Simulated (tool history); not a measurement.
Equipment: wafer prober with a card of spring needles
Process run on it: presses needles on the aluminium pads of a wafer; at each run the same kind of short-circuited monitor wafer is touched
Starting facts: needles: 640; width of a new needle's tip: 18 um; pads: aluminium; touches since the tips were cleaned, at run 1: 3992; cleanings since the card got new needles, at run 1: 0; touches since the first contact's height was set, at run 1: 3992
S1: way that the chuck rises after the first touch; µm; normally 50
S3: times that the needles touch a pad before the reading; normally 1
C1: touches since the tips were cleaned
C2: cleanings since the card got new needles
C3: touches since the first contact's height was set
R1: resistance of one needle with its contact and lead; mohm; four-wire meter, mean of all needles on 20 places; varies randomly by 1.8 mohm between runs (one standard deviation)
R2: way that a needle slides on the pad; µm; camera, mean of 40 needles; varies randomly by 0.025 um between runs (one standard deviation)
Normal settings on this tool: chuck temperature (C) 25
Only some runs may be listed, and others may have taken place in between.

Run 1, hour 0: usual settings; C1 3992; C2 0; C3 3992. Result: R1 180 mohm, R2 10.42 µm.
At hour 5.3: tips cleaned on abrasive film.
Run 2, hour 14.2: usual settings but chuck temperature (C) 97; C1 3400; C2 1; C3 9388. Result: R1 194 mohm, R2 10.43 µm.
At hour 20.6: tips cleaned on abrasive film.
Run 3, hour 30.2: usual settings but chuck temperature (C) 97; C1 3690; C2 2; C3 15461. Result: R1 196 mohm, R2 10.4 µm.
At hour 35.8: tips cleaned on abrasive film.
Run 4, hour 42.5: usual settings but chuck temperature (C) 124; C1 2543; C2 3; C3 20107. Result: R1 199 mohm, R2 10.39 µm.
At hour 50.7: tips cleaned on abrasive film.
Run 5, hour 56.8: usual settings; C1 2339; C2 4; C3 25555. Result: R1 181 mohm, R2 10.45 µm.
At hour 66.1: tips cleaned on abrasive film.
Run 6, hour 68.4: usual settings; C1 860; C2 5; C3 29928. Result: R1 179 mohm, R2 10.38 µm.
At hour 80.7: tips cleaned on abrasive film.
Run 7, hour 81.4: usual settings; C1 242; C2 6; C3 34860. Result: R1 181 mohm, R2 10.4 µm.
Run 8, hour 93.3: usual settings; C1 4811; C2 6; C3 39429. Result: R1 180 mohm, R2 10.37 µm.
At hour 96.4: tips cleaned on abrasive film.
At hour 110.7: tips cleaned on abrasive film.
Run 9, hour 114: usual settings; C1 1258; C2 8; C3 47262. Result: R1 177 mohm, R2 10.42 µm.
At hour 125.3: tips cleaned on abrasive film.
Run 10, hour 130.8: usual settings but S3 3; C1 2096; C2 9; C3 53641. Result: R1 180 mohm, R2 10.4 µm.
At hour 140: tips cleaned on abrasive film.
Run 11, hour 140.4: usual settings; C1 148; C2 10; C3 57257. Result: R1 177 mohm, R2 10.4 µm.
Run 12, hour 149.5: usual settings; C1 3649; C2 10; C3 60758. Result: R1 181 mohm, R2 10.42 µm.
At hour 154.7: tips cleaned on abrasive film.
Run 13, hour 167: usual settings; C1 4726; C2 11; C3 67407. Result: R1 178 mohm, R2 10.39 µm.
At hour 169.9: tips cleaned on abrasive film.
Run 14, hour 179.7: usual settings; C1 3760; C2 12; C3 72233. Result: R1 180 mohm, R2 10.4 µm.
At hour 184.3: tips cleaned on abrasive film.
At hour 199.2: tips cleaned on abrasive film.
Run 15, hour 200.6: usual settings but chuck temperature (C) 77; C1 538; C2 14; C3 80129. Result: R1 191 mohm, R2 10.38 µm.
Run 16, hour 210.8: usual settings; C1 4421; C2 14; C3 84012. Result: R1 177 mohm, R2 10.4 µm.
At hour 214.7: tips cleaned on abrasive film.
Run 17, hour 219.7: usual settings but S1 33 µm, chuck temperature (C) 108, S3 2; C1 1908; C2 15; C3 87392. Result: R1 211 mohm, R2 6.84 µm.

Run 18, settings as shown, results not yet in. Your forecast:
At hour 229.7: tips cleaned on abrasive film.
Run 18, hour 240.6: usual settings but chuck temperature (C) 38; C1 4186; C2 16; C3 95359. Result: R1 ?, R2 ?.

{"run 18": {"R1": 182, "R2": 10.38}}
Had the tool carried no hidden state, the very same run would have given R1 182 mohm, R2 10.38 µm.
